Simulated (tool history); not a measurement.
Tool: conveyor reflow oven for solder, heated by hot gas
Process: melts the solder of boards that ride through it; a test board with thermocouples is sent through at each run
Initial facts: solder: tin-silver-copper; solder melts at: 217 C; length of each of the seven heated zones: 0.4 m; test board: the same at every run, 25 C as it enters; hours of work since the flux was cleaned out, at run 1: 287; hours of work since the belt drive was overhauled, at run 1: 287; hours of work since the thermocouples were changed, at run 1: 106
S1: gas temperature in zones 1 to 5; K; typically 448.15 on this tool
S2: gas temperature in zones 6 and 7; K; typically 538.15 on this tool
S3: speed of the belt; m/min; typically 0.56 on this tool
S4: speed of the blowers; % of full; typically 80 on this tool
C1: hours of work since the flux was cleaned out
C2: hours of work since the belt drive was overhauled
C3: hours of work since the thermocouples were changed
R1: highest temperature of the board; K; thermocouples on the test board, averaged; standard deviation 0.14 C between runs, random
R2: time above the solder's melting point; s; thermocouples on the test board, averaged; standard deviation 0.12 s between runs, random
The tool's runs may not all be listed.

Run 1, hour 0: usual settings; C1 287; C2 287; C3 106. Result: R1 522.95 K, R2 62.9 s.
Run 2, hour 8.3: usual settings; C1 293; C2 293; C3 112. Result: R1 522.75 K, R2 63 s.
Run 3, hour 16.1: usual settings; C1 299; C2 299; C3 117. Result: R1 522.85 K, R2 62.8 s.
Run 4, hour 24.5: usual settings; C1 305; C2 305; C3 123. Result: R1 522.75 K, R2 62.9 s.
Run 5, hour 29.7: usual settings; C1 309; C2 309; C3 127. Result: R1 522.55 K, R2 62.7 s.
Run 6, hour 34.8: usual settings; C1 312; C2 312; C3 131. Result: R1 522.55 K, R2 62.6 s.
At hour 39.4: belt drive overhauled, speed set with a stopwatch.
Run 7, hour 48: usual settings; C1 319; C2 6; C3 137. Result: R1 522.95 K, R2 63 s.
Run 8, hour 54.2: usual settings; C1 324; C2 11; C3 142. Result: R1 522.75 K, R2 63 s.
Run 9, hour 62.3: usual settings but S3 0.551 m/min, S4 59 % of full; C1 329; C2 17; C3 148. Result: R1 520.15 K, R2 60.7 s.
Run 10, hour 68.9: usual settings but S1 437.15 K; C1 334; C2 21; C3 152. Result: R1 520.65 K, R2 57 s.
At hour 74.5: belt drive overhauled, speed set with a stopwatch, once more.
Run 11, hour 77.6: usual settings but S1 437.15 K, S4 52 % of full; C1 338; C2 2; C3 156. Result: R1 515.55 K, R2 49.1 s.
Run 12, hour 84.7: usual settings but S1 441.15 K, S4 65 % of full; C1 343; C2 7; C3 161. Result: R1 518.65 K, R2 54.9 s.
Run 13, hour 90.8: usual settings but S1 436.15 K, S2 539.15 K, S3 0.552 m/min, S4 86 % of full; C1 347; C2 12; C3 165. Result: R1 522.05 K, R2 58.2 s.
Run 14, hour 99.7: usual settings but S1 438.15 K, S2 539.15 K, S3 0.467 m/min, S4 54 % of full; C1 354; C2 18; C3 172. Result: R1 523.25 K, R2 71.4 s.
Run 15, hour 107.2: usual settings but S1 438.15 K, S2 548.15 K, S3 0.467 m/min, S4 58 % of full; C1 359; C2 24; C3 177. Result: R1 532.05 K, R2 79.4 s.
Run 16, hour 115.9: usual settings but S1 438.15 K, S2 548.15 K, S3 0.491 m/min, S4 58 % of full; C1 365; C2 30; C3 183. Result: R1 530.25 K, R2 73.7 s.

Run by run, hidden condition taken away, random variation retained:
The hidden state here: heat that the gas passes to the board, % of a clean oven's; belt's true speed, % of the reading; true gas temperature in zones 6 and 7 over the reading, C; drift of the gauge itself on peak_c, C; drift of the gauge itself on liquid_s, %.
run      R1    R2
  1  523.55  63.2
  2  523.35  63.3
  3  523.55  63.1
  4  523.45  63.2
  5  523.25  63.1
  6  523.25    63
  7  523.65  63.1
  8  523.35  63.1
  9  520.75  60.8
 10  521.55  57.4
 11  516.65  50.8
 12  519.75  56.5
 13  523.35  59.8
 14  524.25  72.7
 15  533.15  80.5
 16  531.35  74.8

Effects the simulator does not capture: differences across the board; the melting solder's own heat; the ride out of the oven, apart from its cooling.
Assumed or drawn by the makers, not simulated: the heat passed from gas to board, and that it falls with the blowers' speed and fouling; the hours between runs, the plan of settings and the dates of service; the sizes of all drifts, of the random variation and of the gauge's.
